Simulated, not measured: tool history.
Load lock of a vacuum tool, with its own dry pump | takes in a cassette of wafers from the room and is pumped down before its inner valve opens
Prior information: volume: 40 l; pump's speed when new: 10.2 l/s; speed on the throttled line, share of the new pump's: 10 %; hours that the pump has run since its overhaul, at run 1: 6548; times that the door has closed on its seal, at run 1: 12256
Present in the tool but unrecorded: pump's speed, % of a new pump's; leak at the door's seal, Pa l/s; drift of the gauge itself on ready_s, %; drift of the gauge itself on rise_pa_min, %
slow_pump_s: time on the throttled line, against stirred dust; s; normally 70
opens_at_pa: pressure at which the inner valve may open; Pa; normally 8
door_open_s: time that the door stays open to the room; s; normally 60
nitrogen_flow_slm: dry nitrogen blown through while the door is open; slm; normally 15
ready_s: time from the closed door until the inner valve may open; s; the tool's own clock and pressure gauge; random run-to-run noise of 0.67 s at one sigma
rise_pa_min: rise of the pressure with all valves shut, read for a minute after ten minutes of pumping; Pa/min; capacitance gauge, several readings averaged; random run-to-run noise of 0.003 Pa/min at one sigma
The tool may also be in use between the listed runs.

| run | day | slow_pump_s | opens_at_pa | door_open_s | nitrogen_flow_slm | hours that the pump has run since its overhaul | times that the door has closed on its seal | incoming humidity of the room's air, % | ready_s | rise_pa_min |
|---|---|---|---|---|---|---|---|---|---|---|
| 1 | 0.000 | 70 | 8 | 60 | 15 | 6548 | 12256 | 44.8 | 105.3 | 0.055 |
| 2 | 17.792 | 70 | 8 | 60 | 15 | 6975 | 13310 | 43.9 | 104.3 | 0.056 |
| 3 | 36.221 | 70 | 8 | 60 | 15 | 7418 | 14402 | 44.6 | 104.8 | 0.065 |
| 4 | 46.246 | 70 | 8 | 60 | 15 | 7658 | 14996 | 43.2 | 105.9 | 0.056 |
| 5 | 55.667 | 70 | 8 | 60 | 11 | 7884 | 15554 | 46.5 | 106.7 | 0.067 |
| 6 | 74.021 | 70 | 8 | 60 | 11 | 8325 | 16642 | 47.3 | 107.8 | 0.075 |
| 7 | 85.233 | 70 | 8 | 60 | 11 | 8594 | 17306 | 44.8 | 107.0 | 0.074 |
| 8 | 98.829 | 70 | 8 | 60 | 11 | 8920 | 18112 | 43.1 | 107.7 | 0.074 |
| 9 | 120.438 | 70 | 8 | 60 | 11 | 9439 | 19392 | 48.3 | 106.4 | 0.084 |
| 10 | 131.758 | 103 | 8 | 60 | 15 | 9711 | 20063 | 42.6 | 137.7 | 0.076 |
| 11 | 147.083 | 117 | 8 | 60 | 15 | 10078 | 20971 | 43.3 | 150.3 | 0.081 |
| 12 | 164.892 | 66 | 8 | 60 | 15 | 10506 | 22026 | 46.0 | 106.9 | 0.082 |
| 13 | 174.762 | 66 | 8 | 60 | 15 | 10743 | 22611 | 41.8 | 106.1 | 0.086 |
| 14 | 186.617 | 66 | 8 | 60 | 15 | 11027 | 23313 | 46.7 | 104.5 | 0.092 |
| 15 | 195.296 | 66 | 8 | 60 | 15 | 11235 | 23827 | 47.1 | 105.7 | 0.088 |
| 16 | 207.642 | 66 | 8 | 60 | 15 | 11532 | 24559 | 46.4 | 105.7 | 0.086 |
| 17 | 224.679 | 66 | 12 | 55 | 29 | 11941 | 25568 | 47.0 | 104.8 | 0.096 |
| 18 | 244.642 | 44 | 8 | 99 | 15 | 12420 | 26751 | 47.2 | 88.2 | 0.110 |
| 19 | 259.179 | 62 | 8 | 60 | 4 | 12769 | 27613 | 42.9 | 103.7 | 0.109 |
| 20 | 279.071 | 62 | 8 | 60 | 4 | 13246 | 28791 | 42.3 | 104.8 | 0.110 |
| 21 | 288.112 | 70 | 9 | 60 | 15 | 13463 | 29327 | 46.9 | 111.7 | 0.111 |
| 22 | 299.183 | 70 | 9 | 60 | 15 | 13729 | 29983 | 44.2 | 111.5 | 0.112 |
| 23 | 319.867 | 70 | 8 | 33 | 6 | 14225 | 31208 | 44.3 | 113.7 | 0.114 |
| 24 | 332.742 | 61 | 8 | 60 | 15 | 14534 | 31971 | 45.8 | 105.0 | 0.125 |
| 25 | 346.125 | 97 | 10 | 37 | 16 | 14855 | 32764 | 43.7 | 135.1 | 0.118 |
|  | 357.458 | dry pump taken out, an overhauled one fitted |
| 26 | 367.112 | 97 | 10 | 37 | 16 | 232 | 33993 | 44.9 | 122.9 | 0.124 |
| 27 | 384.458 | 120 | 7 | 37 | 16 | 648 | 35021 | 44.1 | 146.3 | 0.129 |
| 28 | 398.188 | 78 | 8 | 59 | 15 | 977 | 35834 | 46.4 | 107.9 | 0.136 |
| 29 | 409.721 | 78 | 8 | 59 | 15 | 1254 | 36517 | 45.7 | 107.4 | 0.138 |
| 30 | 430.246 | 126 | 8 | 60 | 15 | 1747 | 37734 | 45.4 | 152.1 | 0.140 |
| 31 | 440.271 | 50 | 9 | 50 | 44 | 1987 | 38327 | 42.3 | 82.5 | 0.133 |
| 32 | 461.467 | 43 | 8 | 60 | 36 | 2496 | 39583 | 47.2 | 77.7 | 0.146 |

Alternative continuations, all from the tool just after run 32; predict every row:
| A | 480.879 | 72 | 8 | 97 | 33 | 2962 | 40734 | 46.6 | ? | ? |
| B | 480.879 | 70 | 8 | 106 | 15 | 2962 | 40734 | 42.3 | ? | ? |
| C | 480.879 | 43 | 13 | 161 | 13 | 2962 | 40734 | 45.6 | ? | ? |
| D | 480.879 | 70 | 11 | 60 | 15 | 2962 | 40734 | 47.1 | ? | ? |
| E | 480.879 | 63 | 8 | 57 | 13 | 2962 | 40734 | 44.7 | ? | ? |

| run | ready_s | rise_pa_min |
|---|---|---|
| A | 103.9 | 0.152 |
| B | 102.9 | 0.169 |
| C | 75.6 | 0.171 |
| D | 102.0 | 0.158 |
| E | 95.9 | 0.161 |
Had the tool no hidden state, the same runs would have come out as:
| run | ready_s | rise_pa_min |
|---|---|---|
| A | 102.3 | 0.027 |
| B | 101.3 | 0.040 |
| C | 73.9 | 0.042 |
| D | 100.5 | 0.032 |
| E | 94.3 | 0.034 |
